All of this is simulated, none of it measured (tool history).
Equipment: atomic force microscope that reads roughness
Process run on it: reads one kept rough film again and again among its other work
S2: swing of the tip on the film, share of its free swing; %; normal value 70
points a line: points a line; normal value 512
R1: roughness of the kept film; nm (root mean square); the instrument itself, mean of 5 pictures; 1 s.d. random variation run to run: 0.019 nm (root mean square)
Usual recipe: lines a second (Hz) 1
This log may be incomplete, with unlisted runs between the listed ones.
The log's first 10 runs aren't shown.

{"run": 11, "hour": 174.2, "lines a second (Hz)": 1, "S2": 88, "points a line": 512, "R1": 3.576}
{"run": 12, "hour": 189.7, "lines a second (Hz)": 1, "S2": 88, "points a line": 512, "R1": 3.484}
{"run": 13, "hour": 199.8, "lines a second (Hz)": 1, "S2": 88, "points a line": 512, "R1": 3.467}
{"run": 14, "hour": 222.6, "lines a second (Hz)": 1, "S2": 88, "points a line": 512, "R1": 3.399}
{"run": 15, "hour": 232.4, "lines a second (Hz)": 1, "S2": 88, "points a line": 512, "R1": 3.307}
{"run": 16, "hour": 242.8, "lines a second (Hz)": 1, "S2": 88, "points a line": 512, "R1": 3.302}
{"run": 17, "hour": 254.8, "lines a second (Hz)": 1, "S2": 88, "points a line": 512, "R1": 3.257}
{"run": 18, "hour": 274.2, "lines a second (Hz)": 1, "S2": 88, "points a line": 512, "R1": 3.207}
{"hour": 288.1, "done": "new tip fitted"}
{"run": 19, "hour": 289.0, "lines a second (Hz)": 1, "S2": 70, "points a line": 512, "R1": 4.487}
{"run": 20, "hour": 299.3, "lines a second (Hz)": 1, "S2": 70, "points a line": 512, "R1": 4.464}
{"run": 21, "hour": 310.1, "lines a second (Hz)": 1, "S2": 70, "points a line": 512, "R1": 4.396}

The next listed run, before its measurement:
{"run": 22, "hour": 328.0, "lines a second (Hz)": 1, "S2": 70, "points a line": 512, "R1": "?"}

R1: 4.284 nm (root mean square)
With the hidden condition absent and the run-to-run variation left alone, this run would have shown R1 4.567 nm (root mean square).
